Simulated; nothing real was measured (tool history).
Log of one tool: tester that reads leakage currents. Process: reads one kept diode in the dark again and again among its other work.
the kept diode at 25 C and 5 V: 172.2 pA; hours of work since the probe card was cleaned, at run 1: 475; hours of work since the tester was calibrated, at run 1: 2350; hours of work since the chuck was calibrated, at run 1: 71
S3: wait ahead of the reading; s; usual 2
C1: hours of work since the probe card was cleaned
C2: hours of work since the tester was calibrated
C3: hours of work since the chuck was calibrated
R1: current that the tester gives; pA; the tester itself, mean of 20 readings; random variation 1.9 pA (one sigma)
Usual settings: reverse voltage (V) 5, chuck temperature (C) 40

run 1 hour=0 | reverse_voltage_(V)=5 chuck_temperature_(C)=40 S3=2 | C1=475 C2=2350 C3=71 | R1=635.23
run 2 hour=224.7 | reverse_voltage_(V)=5 chuck_temperature_(C)=40 S3=2 | C1=618 C2=2494 C3=215 | R1=658.37
run 3 hour=347.8 | reverse_voltage_(V)=5 chuck_temperature_(C)=40 S3=2 | C1=697 C2=2572 C3=293 | R1=676.72
run 4 hour=583.2 | reverse_voltage_(V)=5 chuck_temperature_(C)=40 S3=2 | C1=848 C2=2723 C3=444 | R1=704.96
-- hour=738.7 chuck's temperature calibrated
run 5 hour=766.8 | reverse_voltage_(V)=5 chuck_temperature_(C)=40 S3=2 | C1=964 C2=2839 C3=18 | R1=628.19
run 6 hour=907.5 | reverse_voltage_(V)=5 chuck_temperature_(C)=40 S3=2 | C1=1054 C2=2929 C3=108 | R1=645.06
run 7 hour=1108 | reverse_voltage_(V)=5 chuck_temperature_(C)=40 S3=2 | C1=1182 C2=3057 C3=236 | R1=669.29
run 8 hour=1257.2 | reverse_voltage_(V)=5 chuck_temperature_(C)=40 S3=2 | C1=1277 C2=3153 C3=332 | R1=689.26
run 9 hour=1428.8 | reverse_voltage_(V)=5 chuck_temperature_(C)=40 S3=5.58 | C1=1387 C2=3262 C3=441 | R1=707.1
-- hour=1590.7 chuck's temperature calibrated
-- hour=1609.4 tester calibrated
run 10 hour=1621.6 | reverse_voltage_(V)=5 chuck_temperature_(C)=40 S3=5.58 | C1=1508 C2=8 C3=18 | R1=626.48
run 11 hour=1730 | reverse_voltage_(V)=5 chuck_temperature_(C)=40 S3=5.58 | C1=1577 C2=77 C3=88 | R1=638.51
-- hour=1855.7 probe card cleaned and baked
run 12 hour=1954.9 | reverse_voltage_(V)=5 chuck_temperature_(C)=40 S3=3.45 | C1=63 C2=219 C3=230 | R1=670
run 13 hour=2069.7 | reverse_voltage_(V)=5 chuck_temperature_(C)=40 S3=3.45 | C1=137 C2=292 C3=303 | R1=683.31
run 14 hour=2169.7 | reverse_voltage_(V)=5 chuck_temperature_(C)=40 S3=3.45 | C1=201 C2=356 C3=367 | R1=695.03
run 15 hour=2272.3 | reverse_voltage_(V)=5 chuck_temperature_(C)=40 S3=1.09 | C1=266 C2=422 C3=433 | R1=708.45
run 16 hour=2423.1 | reverse_voltage_(V)=5 chuck_temperature_(C)=36 S3=2 | C1=363 C2=518 C3=529 | R1=526.09
-- hour=2449.2 chuck's temperature calibrated
run 17 hour=2542.9 | reverse_voltage_(V)=5 chuck_temperature_(C)=36 S3=2 | C1=438 C2=594 C3=60 | R1=463.93
run 18 hour=2716.1 | reverse_voltage_(V)=5 chuck_temperature_(C)=36 S3=2 | C1=549 C2=704 C3=171 | R1=476.91
run 19 hour=2862.3 | reverse_voltage_(V)=5 chuck_temperature_(C)=40 S3=2 | C1=642 C2=798 C3=264 | R1=684.57
-- hour=3012.4 probe card cleaned and baked, once more
run 20 hour=3074.5 | reverse_voltage_(V)=5 chuck_temperature_(C)=40 S3=2 | C1=40 C2=932 C3=398 | R1=707.77
run 21 hour=3251.6 | reverse_voltage_(V)=5 chuck_temperature_(C)=40 S3=2 | C1=153 C2=1045 C3=511 | R1=728.93
-- hour=3296.8 chuck's temperature calibrated
run 22 hour=3411.7 | reverse_voltage_(V)=5 chuck_temperature_(C)=40 S3=2 | C1=254 C2=1146 C3=73 | R1=633.65
run 23 hour=3514.2 | reverse_voltage_(V)=3.31 chuck_temperature_(C)=40 S3=9.23 | C1=320 C2=1212 C3=139 | R1=511.06
run 24 hour=3613.6 | reverse_voltage_(V)=3.31 chuck_temperature_(C)=40 S3=9.23 | C1=383 C2=1275 C3=203 | R1=521.14
run 25 hour=3838.1 | reverse_voltage_(V)=3.31 chuck_temperature_(C)=40 S3=9.23 | C1=527 C2=1419 C3=346 | R1=545.89
run 26 hour=3962.8 | reverse_voltage_(V)=3.31 chuck_temperature_(C)=40 S3=9.23 | C1=607 C2=1499 C3=426 | R1=559.03
run 27 hour=4068.2 | reverse_voltage_(V)=2.19 chuck_temperature_(C)=40 S3=5.07 | C1=674 C2=1566 C3=493 | R1=454.33
-- hour=4152.3 chuck's temperature calibrated
run 28 hour=4301.7 | reverse_voltage_(V)=2.19 chuck_temperature_(C)=40 S3=5.07 | C1=822 C2=1714 C3=96 | R1=404.19
run 29 hour=4485.3 | reverse_voltage_(V)=5 chuck_temperature_(C)=56 S3=1.41 | C1=939 C2=1831 C3=213 | R1=2275.45
run 30 hour=4586 | reverse_voltage_(V)=1.71 chuck_temperature_(C)=40 S3=1.02 | C1=1004 C2=1896 C3=277 | R1=374.38
run 31 hour=4713.3 | reverse_voltage_(V)=1.71 chuck_temperature_(C)=29 S3=0.51 | C1=1085 C2=1977 C3=359 | R1=151.92
run 32 hour=4918.9 | reverse_voltage_(V)=5 chuck_temperature_(C)=29 S3=5.33 | C1=1217 C2=2109 C3=490 | R1=283.39
-- hour=5000.1 chuck's temperature calibrated
run 33 hour=5136.7 | reverse_voltage_(V)=7.15 chuck_temperature_(C)=27 S3=4.3 | C1=1355 C2=2247 C3=87 | R1=257.83
run 34 hour=5338 | reverse_voltage_(V)=7.15 chuck_temperature_(C)=33 S3=6.65 | C1=1483 C2=2375 C3=216 | R1=447.37
run 35 hour=5508.1 | reverse_voltage_(V)=7.15 chuck_temperature_(C)=33 S3=1.99 | C1=1592 C2=2484 C3=325 | R1=461.73
-- hour=5605.6 probe card cleaned and baked
run 36 hour=5677.8 | reverse_voltage_(V)=7.15 chuck_temperature_(C)=33 S3=1.99 | C1=46 C2=2591 C3=431 | R1=473
-- hour=5848.5 chuck's temperature calibrated
run 37 hour=5909.2 | reverse_voltage_(V)=4.11 chuck_temperature_(C)=36 S3=3.97 | C1=193 C2=2737 C3=39 | R1=404.49
run 38 hour=6143.2 | reverse_voltage_(V)=8.43 chuck_temperature_(C)=36 S3=3.97 | C1=343 C2=2887 C3=188 | R1=628.27

5 ways to go on from here, each from the tool as it stands after run 38. What would each give?
run A hour=6357.2 | reverse_voltage_(V)=5 chuck_temperature_(C)=41 S3=0.34 | C1=479 C2=3024 C3=325 | R1=?
run B hour=6357.2 | reverse_voltage_(V)=3.02 chuck_temperature_(C)=39 S3=0.91 | C1=479 C2=3024 C3=325 | R1=?
run C hour=6357.2 | reverse_voltage_(V)=8.43 chuck_temperature_(C)=24 S3=1.04 | C1=479 C2=3024 C3=325 | R1=?
run D hour=6357.2 | reverse_voltage_(V)=8.43 chuck_temperature_(C)=33 S3=1.68 | C1=479 C2=3024 C3=325 | R1=?
run E hour=6357.2 | reverse_voltage_(V)=2.12 chuck_temperature_(C)=40 S3=2 | C1=479 C2=3024 C3=325 | R1=?

run=A R1=738.93
run=B R1=478.33
run=C R1=232.63
run=D R1=507.5
run=E R1=428.7
Without the tool's hidden state the same runs would have given:
run=A R1=678.15
run=B R1=438.42
run=C R1=210.16
run=D R1=462.64
run=E R1=393.25

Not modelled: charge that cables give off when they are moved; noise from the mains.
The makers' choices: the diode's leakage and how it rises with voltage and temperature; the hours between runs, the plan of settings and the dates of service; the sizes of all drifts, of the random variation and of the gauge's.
